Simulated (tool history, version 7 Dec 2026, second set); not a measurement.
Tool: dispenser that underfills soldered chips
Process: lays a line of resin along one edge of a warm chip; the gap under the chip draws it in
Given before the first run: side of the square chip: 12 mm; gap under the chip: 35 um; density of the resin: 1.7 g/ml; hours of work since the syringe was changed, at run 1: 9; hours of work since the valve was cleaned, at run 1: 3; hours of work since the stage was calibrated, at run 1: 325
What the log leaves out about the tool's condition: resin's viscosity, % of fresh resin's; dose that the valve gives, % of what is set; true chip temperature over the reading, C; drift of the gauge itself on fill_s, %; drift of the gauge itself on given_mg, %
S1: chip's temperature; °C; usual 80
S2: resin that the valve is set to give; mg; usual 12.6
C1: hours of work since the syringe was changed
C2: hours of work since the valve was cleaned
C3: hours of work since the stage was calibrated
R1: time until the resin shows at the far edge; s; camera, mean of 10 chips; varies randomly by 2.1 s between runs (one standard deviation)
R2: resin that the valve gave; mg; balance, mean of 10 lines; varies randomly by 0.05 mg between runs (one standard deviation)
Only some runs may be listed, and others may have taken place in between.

run,hour,S1,S2,C1,C2,C3,R1,R2
1,0,80,12.6,9,3,325,342.9,12.62
# hour 5.7: new syringe of resin
2,7.3,80,12.6,1,7,330,202.9,12.61
3,20.9,80,11.4,9,16,338,347.4,11.33
# hour 25.9: new syringe of resin
4,28.6,80,11.4,2,20,343,221.6,11.39
5,40.5,83,12.6,9,28,350,293,12.44
# hour 46.3: new syringe of resin
6,50.9,92,12.6,3,34,356,124.9,12.46
7,59.9,92,12.6,8,39,362,179.9,12.41
# hour 67.4: new syringe of resin
8,74.1,80,11.2,4,48,370,255.8,10.99
9,86.5,80,11.2,12,56,378,419.7,10.96
# hour 87.8: new syringe of resin
10,94.9,80,11.2,4,61,383,261.3,10.9
11,103.6,80,11.2,10,66,388,366.4,10.94
# hour 108.2: new syringe of resin
12,110.5,80,15.7,1,70,392,205.2,15.21
# hour 118.5: dispensing valve cleaned and set on the balance
13,121.7,80,15.7,8,2,399,301.7,15.74
# hour 129.5: new syringe of resin
14,135.4,80,15.7,4,10,407,230.7,15.68
15,148.7,80,15.7,12,18,415,392.7,15.68
# hour 150.5: new syringe of resin
16,157.5,80,15.7,4,24,420,241.1,15.51
# hour 170.7: new syringe of resin
17,172.3,80,12.6,1,33,429,197.5,12.4
18,186,80,16,9,41,438,331,15.72
# hour 191.2: new syringe of resin
19,200.9,80,16,6,50,447,267.4,15.61
# hour 211.7: new syringe of resin
20,212.9,87,12.5,1,57,454,138.5,12.14
21,224.4,73,15.1,8,64,461,437.7,14.75

For run 22, what comes out?
# hour 231.5: new syringe of resin
22,236.3,68,15,3,72,468,?,?

{"run 22": {"R1": 413.2, "R2": 14.59}}
On a tool with no hidden condition, and with the same random variation, this run would have come out at R1 382 s, R2 15.06 mg.

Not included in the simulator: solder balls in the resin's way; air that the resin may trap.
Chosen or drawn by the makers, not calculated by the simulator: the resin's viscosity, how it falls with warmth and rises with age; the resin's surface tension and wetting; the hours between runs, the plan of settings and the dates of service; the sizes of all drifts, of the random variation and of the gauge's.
